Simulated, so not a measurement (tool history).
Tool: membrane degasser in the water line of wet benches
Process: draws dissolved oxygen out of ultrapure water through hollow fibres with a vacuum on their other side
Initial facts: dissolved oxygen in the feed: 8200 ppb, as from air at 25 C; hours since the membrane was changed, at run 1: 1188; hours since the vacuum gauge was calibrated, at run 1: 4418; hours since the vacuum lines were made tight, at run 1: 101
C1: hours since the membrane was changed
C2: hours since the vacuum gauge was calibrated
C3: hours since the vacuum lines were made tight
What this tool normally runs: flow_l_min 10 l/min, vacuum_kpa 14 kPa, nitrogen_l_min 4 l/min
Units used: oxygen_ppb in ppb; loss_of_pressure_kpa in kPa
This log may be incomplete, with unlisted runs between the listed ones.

run 1 hour=0 | flow_l_min=10 vacuum_kpa=14 nitrogen_l_min=4 | C1=1188 C2=4418 C3=101 | oxygen_ppb=148.6 loss_of_pressure_kpa=54.55
run 2 hour=107.3 | flow_l_min=10 vacuum_kpa=14 nitrogen_l_min=4 | C1=1296 C2=4525 C3=208 | oxygen_ppb=150.2 loss_of_pressure_kpa=54.29
run 3 hour=175.4 | flow_l_min=10 vacuum_kpa=14 nitrogen_l_min=4 | C1=1364 C2=4593 C3=276 | oxygen_ppb=148.9 loss_of_pressure_kpa=54.74
run 4 hour=272.9 | flow_l_min=10 vacuum_kpa=14 nitrogen_l_min=4 | C1=1461 C2=4691 C3=374 | oxygen_ppb=150.2 loss_of_pressure_kpa=54.71
run 5 hour=359.4 | flow_l_min=10 vacuum_kpa=14 nitrogen_l_min=4 | C1=1548 C2=4777 C3=460 | oxygen_ppb=151.2 loss_of_pressure_kpa=54.42
run 6 hour=448.2 | flow_l_min=10 vacuum_kpa=14 nitrogen_l_min=4 | C1=1636 C2=4866 C3=549 | oxygen_ppb=148.7 loss_of_pressure_kpa=54.55
run 7 hour=585.2 | flow_l_min=14 vacuum_kpa=14 nitrogen_l_min=4 | C1=1773 C2=5003 C3=686 | oxygen_ppb=230.8 loss_of_pressure_kpa=76.43
run 8 hour=652.3 | flow_l_min=10 vacuum_kpa=14 nitrogen_l_min=4 | C1=1841 C2=5070 C3=753 | oxygen_ppb=152 loss_of_pressure_kpa=54.43
run 9 hour=775.1 | flow_l_min=10 vacuum_kpa=14 nitrogen_l_min=4 | C1=1963 C2=5193 C3=876 | oxygen_ppb=150.7 loss_of_pressure_kpa=54.61
run 10 hour=910.5 | flow_l_min=10 vacuum_kpa=14 nitrogen_l_min=7.09 | C1=2099 C2=5328 C3=1011 | oxygen_ppb=123.4 loss_of_pressure_kpa=54.55
run 11 hour=1029.9 | flow_l_min=10 vacuum_kpa=14 nitrogen_l_min=7.09 | C1=2218 C2=5448 C3=1131 | oxygen_ppb=122.8 loss_of_pressure_kpa=54.61
run 12 hour=1179.4 | flow_l_min=10 vacuum_kpa=14 nitrogen_l_min=7.09 | C1=2368 C2=5597 C3=1280 | oxygen_ppb=124 loss_of_pressure_kpa=54.87
run 13 hour=1251.2 | flow_l_min=10 vacuum_kpa=14 nitrogen_l_min=7.05 | C1=2439 C2=5669 C3=1352 | oxygen_ppb=124.1 loss_of_pressure_kpa=54.9
run 14 hour=1361.5 | flow_l_min=10 vacuum_kpa=14 nitrogen_l_min=7.05 | C1=2550 C2=5779 C3=1462 | oxygen_ppb=125.9 loss_of_pressure_kpa=54.8
run 15 hour=1440.5 | flow_l_min=10 vacuum_kpa=14 nitrogen_l_min=7.05 | C1=2629 C2=5858 C3=1541 | oxygen_ppb=126.5 loss_of_pressure_kpa=54.87
run 16 hour=1512.7 | flow_l_min=10 vacuum_kpa=14 nitrogen_l_min=7.05 | C1=2701 C2=5930 C3=1614 | oxygen_ppb=125.1 loss_of_pressure_kpa=54.7
run 17 hour=1594.9 | flow_l_min=10 vacuum_kpa=14 nitrogen_l_min=7.05 | C1=2783 C2=6013 C3=1696 | oxygen_ppb=123.7 loss_of_pressure_kpa=55.13
run 18 hour=1709.8 | flow_l_min=10 vacuum_kpa=14 nitrogen_l_min=7.05 | C1=2898 C2=6127 C3=1811 | oxygen_ppb=126.4 loss_of_pressure_kpa=55.08
run 19 hour=1782.2 | flow_l_min=10 vacuum_kpa=14 nitrogen_l_min=7.05 | C1=2970 C2=6200 C3=1883 | oxygen_ppb=126.9 loss_of_pressure_kpa=54.91
run 20 hour=1937.2 | flow_l_min=10 vacuum_kpa=32.1 nitrogen_l_min=4 | C1=3125 C2=6355 C3=2038 | oxygen_ppb=265.7 loss_of_pressure_kpa=55.23
run 21 hour=2004.1 | flow_l_min=15 vacuum_kpa=12.3 nitrogen_l_min=2.72 | C1=3192 C2=6422 C3=2105 | oxygen_ppb=279.4 loss_of_pressure_kpa=82.71
run 22 hour=2067.6 | flow_l_min=10 vacuum_kpa=9.7 nitrogen_l_min=5.8 | C1=3256 C2=6485 C3=2168 | oxygen_ppb=117.9 loss_of_pressure_kpa=54.89
run 23 hour=2183.7 | flow_l_min=9 vacuum_kpa=12.3 nitrogen_l_min=6.82 | C1=3372 C2=6601 C3=2285 | oxygen_ppb=105.3 loss_of_pressure_kpa=49.39
run 24 hour=2248 | flow_l_min=9 vacuum_kpa=12.3 nitrogen_l_min=6.82 | C1=3436 C2=6666 C3=2349 | oxygen_ppb=106.9 loss_of_pressure_kpa=49.75
run 25 hour=2355.6 | flow_l_min=10 vacuum_kpa=14.8 nitrogen_l_min=3.26 | C1=3544 C2=6773 C3=2456 | oxygen_ppb=177.4 loss_of_pressure_kpa=55.42
run 26 hour=2440.6 | flow_l_min=10 vacuum_kpa=14.8 nitrogen_l_min=9.65 | C1=3629 C2=6858 C3=2541 | oxygen_ppb=118.7 loss_of_pressure_kpa=55.27
run 27 hour=2556.6 | flow_l_min=10 vacuum_kpa=20.2 nitrogen_l_min=3.73 | C1=3745 C2=6974 C3=2657 | oxygen_ppb=199.1 loss_of_pressure_kpa=55.15
run 28 hour=2653.1 | flow_l_min=10 vacuum_kpa=26.4 nitrogen_l_min=2.97 | C1=3841 C2=7071 C3=2754 | oxygen_ppb=277.7 loss_of_pressure_kpa=55.11
run 29 hour=2771.6 | flow_l_min=11 vacuum_kpa=11.3 nitrogen_l_min=3.86 | C1=3960 C2=7189 C3=2872 | oxygen_ppb=163.4 loss_of_pressure_kpa=60.65
run 30 hour=2920.3 | flow_l_min=11 vacuum_kpa=11.3 nitrogen_l_min=3.86 | C1=4109 C2=7338 C3=3021 | oxygen_ppb=164.3 loss_of_pressure_kpa=61.09
run 31 hour=3003.9 | flow_l_min=11 vacuum_kpa=11.3 nitrogen_l_min=2.88 | C1=4192 C2=7422 C3=3105 | oxygen_ppb=181.8 loss_of_pressure_kpa=61.09
-- hour=3070.8 vacuum gauge calibrated
run 32 hour=3098.8 | flow_l_min=7 vacuum_kpa=18.9 nitrogen_l_min=1.81 | C1=4287 C2=28 C3=3199 | oxygen_ppb=198.8 loss_of_pressure_kpa=39.12

Pick out some run-to-run changes in oxygen_ppb. Of each, how much would a tool without hidden state show as well, from the settings, what came in and chance, and how much is left for the hidden state and any gauge scatter not in both results compared?
The tool's hidden condition here consists of: membrane still open, %; true pressure behind the membrane over the reading, kPa; air that leaks in behind the membrane, l/min; drift of the gauge itself on oxygen_ppb, %; drift of the gauge itself on loss_of_pressure_kpa, %.
Run 19 -> 20: vacuum_kpa 14 -> 32.1, nitrogen_l_min 7.05 -> 4. oxygen_ppb +138.8 ppb: hidden state +2.1, all else +136.7.
Run 20 -> 21: flow_l_min 10 -> 15, vacuum_kpa 32.1 -> 12.3, nitrogen_l_min 4 -> 2.72. oxygen_ppb +13.7 ppb: hidden state +5.9, all else +7.8.
Run 21 -> 22: flow_l_min 15 -> 10, vacuum_kpa 12.3 -> 9.7, nitrogen_l_min 2.72 -> 5.8. oxygen_ppb -161.5 ppb: hidden state -7.1, all else -154.4.
Run 28 -> 29: flow_l_min 10 -> 11, vacuum_kpa 26.4 -> 11.3, nitrogen_l_min 2.97 -> 3.86. oxygen_ppb -114.3 ppb: hidden state +0.3, all else -114.6.
Run 31 -> 32: flow_l_min 11 -> 7, vacuum_kpa 11.3 -> 18.9, nitrogen_l_min 2.88 -> 1.81, vacuum gauge calibrated. oxygen_ppb +17 ppb: hidden state -6.5, all else +23.5.

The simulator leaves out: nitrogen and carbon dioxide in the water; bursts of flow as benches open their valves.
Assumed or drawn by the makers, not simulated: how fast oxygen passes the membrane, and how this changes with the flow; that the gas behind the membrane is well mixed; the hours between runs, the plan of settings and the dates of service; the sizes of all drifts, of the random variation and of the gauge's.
